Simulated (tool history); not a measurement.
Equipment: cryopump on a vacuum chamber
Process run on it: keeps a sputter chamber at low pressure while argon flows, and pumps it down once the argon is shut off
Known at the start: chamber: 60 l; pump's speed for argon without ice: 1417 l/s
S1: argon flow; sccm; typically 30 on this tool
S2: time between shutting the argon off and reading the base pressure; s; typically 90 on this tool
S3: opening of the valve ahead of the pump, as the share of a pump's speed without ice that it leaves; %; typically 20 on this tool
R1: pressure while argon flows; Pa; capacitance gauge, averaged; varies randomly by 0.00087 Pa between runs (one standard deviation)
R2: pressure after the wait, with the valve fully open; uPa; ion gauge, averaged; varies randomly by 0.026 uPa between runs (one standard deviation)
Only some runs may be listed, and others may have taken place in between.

| run | day | S1 | S2 | S3 | R1 | R2 |
|---|---|---|---|---|---|---|
| 1 | 0 | 30 | 90 | 20 | 0.1803 | 2.26 |
| 2 | 0.775 | 30 | 90 | 20 | 0.1792 | 2.29 |
| 3 | 1.258 | 30 | 90 | 20 | 0.1791 | 2.3 |
| 4 | 2.042 | 15 | 90 | 20 | 0.09 | 2.31 |
| 5 | 2.733 | 32 | 90 | 20 | 0.1908 | 2.33 |
| 6 | 3.371 | 32 | 90 | 20 | 0.1913 | 2.32 |
| 7 | 3.758 | 32 | 90 | 20 | 0.1925 | 2.32 |
| 8 | 4.462 | 32 | 90 | 20 | 0.1926 | 2.36 |
| 9 | 5.05 | 30 | 220 | 20 | 0.1801 | 1.88 |
| 10 | 5.45 | 30 | 220 | 20 | 0.1789 | 1.85 |
| 11 | 5.896 | 16 | 220 | 20 | 0.0972 | 1.9 |
| 12 | 6.688 | 30 | 90 | 20 | 0.179 | 2.39 |
| 13 | 7.183 | 30 | 90 | 20 | 0.1813 | 2.44 |
| 14 | 7.833 | 30 | 90 | 17 | 0.2111 | 2.4 |
| 15 | 8.508 | 30 | 90 | 17 | 0.2138 | 2.39 |
| 16 | 8.992 | 30 | 90 | 17 | 0.2132 | 2.49 |
| 17 | 9.621 | 30 | 90 | 17 | 0.2109 | 2.46 |
| 18 | 10.171 | 38 | 90 | 38 | 0.121 | 2.42 |
| 19 | 10.875 | 14 | 288 | 47 | 0.0358 | 1.86 |
| 20 | 11.517 | 25 | 141 | 30 | 0.1012 | 2.14 |
| 21 | 12.267 | 14 | 64 | 57 | 0.0304 | 2.8 |
| 22 | 12.742 | 14 | 64 | 57 | 0.0304 | 2.86 |
| 23 | 13.175 | 19 | 136 | 59 | 0.0399 | 2.23 |
| 24 | 13.629 | 14 | 136 | 29 | 0.0581 | 2.21 |
| 25 | 14.392 | 20 | 27 | 30 | 0.0814 | 4.42 |
| 26 | 15.138 | 19 | 23 | 47 | 0.0491 | 5.09 |
| 27 | 15.858 | 19 | 23 | 47 | 0.0487 | 5.06 |
| 28 | 16.462 | 37 | 90 | 20 | 0.2223 | 2.59 |
| 29 | 17.188 | 44 | 42 | 16 | 0.3329 | 3.66 |
| 30 | 17.988 | 30 | 60 | 20 | 0.1817 | 3.02 |
| 31 | 18.321 | 30 | 60 | 20 | 0.1809 | 2.96 |
| 32 | 18.788 | 30 | 60 | 20 | 0.1817 | 3.02 |
| 33 | 19.254 | 30 | 60 | 20 | 0.1823 | 2.95 |
| 34 | 19.767 | 35 | 33 | 20 | 0.2118 | 4.07 |

Consider 3 possible next runs. They are alternatives, not a sequence: every one starts from the tool as it was left by run 34. What does each give?
| A | 20.433 | 35 | 33 | 18 | ? | ? |
| B | 20.433 | 29 | 33 | 20 | ? | ? |
| C | 20.433 | 15 | 184 | 31 | ? | ? |

| run | R1 | R2 |
|---|---|---|
| A | 0.2354 | 4.12 |
| B | 0.1748 | 4 |
| C | 0.0595 | 2.23 |
What these runs would have given with no unlogged condition in the tool:
| run | R1 | R2 |
|---|---|---|
| A | 0.2321 | 2.54 |
| B | 0.1721 | 2.46 |
| C | 0.0581 | 0.62 |
